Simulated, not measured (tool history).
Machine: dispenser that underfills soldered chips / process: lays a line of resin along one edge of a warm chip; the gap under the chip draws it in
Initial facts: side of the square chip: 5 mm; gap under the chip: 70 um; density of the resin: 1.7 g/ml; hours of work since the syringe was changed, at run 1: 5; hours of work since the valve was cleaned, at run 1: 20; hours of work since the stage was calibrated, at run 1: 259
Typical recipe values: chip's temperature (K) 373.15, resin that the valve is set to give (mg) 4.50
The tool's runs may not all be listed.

run,hour,chip's temperature (K),resin that the valve is set to give (mg),hours of work since the syringe was changed,hours of work since the valve was cleaned,hours of work since the stage was calibrated,time until the resin shows at the far edge (s),resin that the valve gave (mg)
1,0.0,373.15,4.50,5,20,259,18.5,4.46
# hour 2.7: new syringe of resin
2,6.0,380.15,4.50,3,24,263,11.4,4.44
3,10.4,380.15,4.50,6,28,266,15.2,4.45
# hour 12.0: new syringe of resin
4,18.1,380.15,4.50,5,34,272,13.8,4.41
# hour 21.3: new syringe of resin
5,27.5,362.15,4.50,5,40,279,25.8,4.41
# hour 30.8: new syringe of resin
6,34.5,363.15,4.50,3,46,284,20.4,4.38
7,39.3,363.15,4.50,6,49,288,28.8,4.39
# hour 40.2: new syringe of resin
8,47.7,363.15,4.50,6,55,294,26.9,4.37
# hour 49.7: new syringe of resin
# hour 52.3: dispensing valve cleaned and set on the balance
9,58.9,363.15,4.50,6,5,302,27.8,4.50
# hour 60.0: new syringe of resin
10,67.1,363.15,4.50,5,11,308,25.5,4.46
# hour 69.2: new syringe of resin
11,77.7,363.15,4.50,6,19,315,28.0,4.45
# hour 78.7: new syringe of resin
12,85.3,373.15,4.50,5,25,321,17.4,4.44
# hour 88.0: new syringe of resin
13,96.1,373.15,4.50,6,33,329,19.9,4.40
# hour 97.4: new syringe of resin
14,105.3,380.15,4.79,6,39,336,14.6,4.70
# hour 106.4: new syringe of resin
15,110.7,377.15,4.45,3,43,340,13.1,4.35
# hour 116.2: new syringe of resin
16,120.7,370.15,4.50,3,51,347,16.8,4.38
# hour 125.9: new syringe of resin
17,127.2,383.15,5.89,1,55,352,8.5,5.70
# hour 131.6: dispensing valve cleaned and set on the balance
# hour 136.2: new syringe of resin
18,139.4,375.15,5.74,2,6,360,13.0,5.70
# hour 145.8: new syringe of resin
19,148.0,373.15,5.72,2,12,367,12.6,5.65
20,154.0,378.15,4.42,6,17,371,16.1,4.38
# hour 155.2: new syringe of resin
21,162.3,366.15,4.03,5,23,377,22.7,3.97
# hour 164.8: new syringe of resin
22,173.0,360.15,4.50,6,31,385,30.7,4.41
# hour 173.9: new syringe of resin
23,180.5,383.15,4.12,5,36,391,12.2,4.04
# hour 183.0: new syringe of resin
24,188.8,383.15,4.12,4,42,397,12.5,4.02
# hour 192.2: new syringe of resin
25,194.3,383.15,4.12,2,46,401,9.1,4.02
# hour 201.2: new syringe of resin
# hour 202.2: stage's temperature calibrated
26,205.5,387.15,4.50,2,54,2,9.7,4.35

Consider 5 possible next runs. They are alternatives, not a sequence: every one starts from the tool as it was left by run 26. What does each give?
# hour 211.8: dispensing valve cleaned and set on the balance
# hour 212.7: new syringe of resin
A,214.8,364.15,4.30,2,2,9,?,?
# hour 211.8: dispensing valve cleaned and set on the balance
# hour 212.7: new syringe of resin
B,214.8,373.15,5.45,2,2,9,?,?
# hour 211.8: dispensing valve cleaned and set on the balance
# hour 212.7: new syringe of resin
C,214.8,367.15,4.35,2,2,9,?,?
# hour 211.8: dispensing valve cleaned and set on the balance
# hour 212.7: new syringe of resin
D,214.8,373.15,4.52,2,2,9,?,?
# hour 211.8: dispensing valve cleaned and set on the balance
# hour 212.7: new syringe of resin
E,214.8,373.15,4.46,2,2,9,?,?

run,time until the resin shows at the far edge (s),resin that the valve gave (mg)
A,18.9,4.31
B,13.1,5.44
C,17.5,4.34
D,14.0,4.48
E,13.8,4.45
Stripped of hidden state, with their random variation kept, the same runs would have yielded:
run,time until the resin shows at the far edge (s),resin that the valve gave (mg)
A,17.1,4.32
B,11.7,5.46
C,15.8,4.35
D,12.7,4.49
E,12.4,4.46
